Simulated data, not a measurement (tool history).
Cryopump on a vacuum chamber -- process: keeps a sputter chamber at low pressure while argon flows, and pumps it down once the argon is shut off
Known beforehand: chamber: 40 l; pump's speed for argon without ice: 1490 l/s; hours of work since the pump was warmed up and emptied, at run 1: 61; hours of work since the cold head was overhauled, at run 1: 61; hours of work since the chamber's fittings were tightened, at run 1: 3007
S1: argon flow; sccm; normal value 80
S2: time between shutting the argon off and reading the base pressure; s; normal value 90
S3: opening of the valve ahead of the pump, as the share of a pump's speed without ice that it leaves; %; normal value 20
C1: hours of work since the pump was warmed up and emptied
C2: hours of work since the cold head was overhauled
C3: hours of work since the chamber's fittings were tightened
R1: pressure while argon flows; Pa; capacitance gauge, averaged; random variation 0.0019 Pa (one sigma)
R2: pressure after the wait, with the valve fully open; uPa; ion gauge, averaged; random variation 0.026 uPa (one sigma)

run	day	S1	S2	S3	C1	C2	C3	R1	R2
1	0	80	90	20	61	61	3007	0.4539	1.91
2	0.708	80	90	20	69	69	3015	0.4566	1.88
3	2.112	80	90	20	84	84	3030	0.4602	1.91
4	3.412	80	90	20	97	97	3043	0.4587	1.96
5	4.421	80	90	20	108	108	3054	0.4592	1.96
6	5.446	80	90	20	119	119	3065	0.4584	1.97
7	6.65	80	90	20	132	132	3078	0.4611	1.98
8	7.971	79	90	20	146	146	3092	0.4543	2
9	9.45	79	90	20	161	161	3107	0.4571	2.02
10	11.008	79	90	20	178	178	3124	0.4589	2.04
11	11.796	79	90	20	186	186	3132	0.4605	2.08
12	12.608	79	90	20	195	195	3141	0.4578	2.01
13	14.079	79	90	20	211	211	3157	0.4613	2.13
14	15.654	79	90	20	227	227	3173	0.461	2.12
15	16.742	79	90	20	239	239	3185	0.4636	2.1
16	17.862	79	90	20	251	251	3197	0.4605	2.03
# day 18.754: leaking fittings of the chamber tightened, without venting
17	19.183	79	90	20	264	264	5	0.4615	1.14
18	20.021	79	90	19	273	273	13	0.49	1.15
19	20.812	76	97	22	281	281	22	0.4102	1.1
20	21.683	114	254	20	290	290	31	0.6704	0.59
21	22.888	123	161	32	303	303	44	0.4655	0.79
22	24.458	73	222	24	320	320	61	0.3652	0.69
23	26.183	100	64	34	338	338	79	0.3612	1.59
24	27.871	62	90	52	356	356	97	0.1532	1.22
25	29.483	70	90	21	373	373	114	0.4007	1.28
26	30.658	70	90	21	386	386	126	0.4012	1.2
27	32.171	39	24	17	402	402	142	0.2721	3.75
28	33.554	39	24	17	416	416	157	0.275	3.71
29	35.288	39	24	17	435	435	175	0.2725	3.82
30	36.212	39	24	17	445	445	185	0.277	3.66
31	37.1	39	95	34	454	454	195	0.1446	1.26
32	38.596	39	95	34	470	470	211	0.1463	1.23
# day 39.771: pump warmed up, emptied and cooled again
33	39.867	39	57	40	1	481	222	0.1108	1.68
34	41.133	39	293	40	14	495	235	0.1119	0.56

Predict each of these 3 candidate next runs independently; none follows another, all start after run 34:
A	42.454	41	31	20	28	509	249	?	?
B	42.454	138	88	31	28	509	249	?	?
C	42.454	80	90	20	28	509	249	?	?

run	R1	R2
A	0.234	2.93
B	0.5107	1.22
C	0.4573	1.19
Stripped of hidden state, with their random variation kept, the same runs would have yielded:
run	R1	R2
A	0.2324	2.84
B	0.5054	1.13
C	0.4542	1.1
